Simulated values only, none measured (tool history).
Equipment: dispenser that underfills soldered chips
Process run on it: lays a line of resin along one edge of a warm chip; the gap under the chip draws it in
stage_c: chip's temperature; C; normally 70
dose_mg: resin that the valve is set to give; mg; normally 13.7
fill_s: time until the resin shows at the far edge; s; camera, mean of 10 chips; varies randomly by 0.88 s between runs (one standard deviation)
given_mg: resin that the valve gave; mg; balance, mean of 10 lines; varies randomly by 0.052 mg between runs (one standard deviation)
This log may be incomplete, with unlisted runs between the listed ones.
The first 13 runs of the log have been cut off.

{"hour": 85.1, "done": "new syringe of resin"}
{"run": 14, "hour": 86.2, "stage_c": 70, "dose_mg": 13.7, "fill_s": 89, "given_mg": 13.7}
{"run": 15, "hour": 93.7, "stage_c": 70, "dose_mg": 13.7, "fill_s": 118.9, "given_mg": 13.68}
{"hour": 95.9, "done": "new syringe of resin"}
{"run": 16, "hour": 101.6, "stage_c": 70, "dose_mg": 13.7, "fill_s": 104.4, "given_mg": 13.54}
{"hour": 106.4, "done": "new syringe of resin"}
{"run": 17, "hour": 106.7, "stage_c": 74, "dose_mg": 13.7, "fill_s": 70.6, "given_mg": 13.57}
{"run": 18, "hour": 113.9, "stage_c": 74, "dose_mg": 13.7, "fill_s": 89.9, "given_mg": 13.58}
{"hour": 116.7, "done": "new syringe of resin"}
{"run": 19, "hour": 122.1, "stage_c": 69, "dose_mg": 15.4, "fill_s": 111.1, "given_mg": 15.2}
{"hour": 127.1, "done": "new syringe of resin"}
{"run": 20, "hour": 127.9, "stage_c": 63, "dose_mg": 16.6, "fill_s": 131.4, "given_mg": 16.35}
{"run": 21, "hour": 133.5, "stage_c": 79, "dose_mg": 15.2, "fill_s": 68.1, "given_mg": 14.84}
{"hour": 137.7, "done": "new syringe of resin"}
{"run": 22, "hour": 139.3, "stage_c": 80, "dose_mg": 15.7, "fill_s": 54.5, "given_mg": 15.3}
{"run": 23, "hour": 146.3, "stage_c": 80, "dose_mg": 15.7, "fill_s": 69.5, "given_mg": 15.33}
{"hour": 148.5, "done": "new syringe of resin"}
{"run": 24, "hour": 152.8, "stage_c": 71, "dose_mg": 13.7, "fill_s": 96.2, "given_mg": 13.35}
{"run": 25, "hour": 156.7, "stage_c": 74, "dose_mg": 17.2, "fill_s": 94.2, "given_mg": 16.65}
{"hour": 159.0, "done": "new syringe of resin"}
{"run": 26, "hour": 164.0, "stage_c": 74, "dose_mg": 17.2, "fill_s": 84.3, "given_mg": 16.65}
{"hour": 169.3, "done": "new syringe of resin"}
{"run": 27, "hour": 170.8, "stage_c": 62, "dose_mg": 13.4, "fill_s": 144.6, "given_mg": 13.02}

What will run 28 give?
{"run": 28, "hour": 176.8, "stage_c": 57, "dose_mg": 15.9, "fill_s": "?", "given_mg": "?"}

fill_s: 227.1 s
given_mg: 15.31 mg
On a tool with no hidden condition, and with the same random variation, this run would have come out at fill_s 163 s, given_mg 15.86 mg.
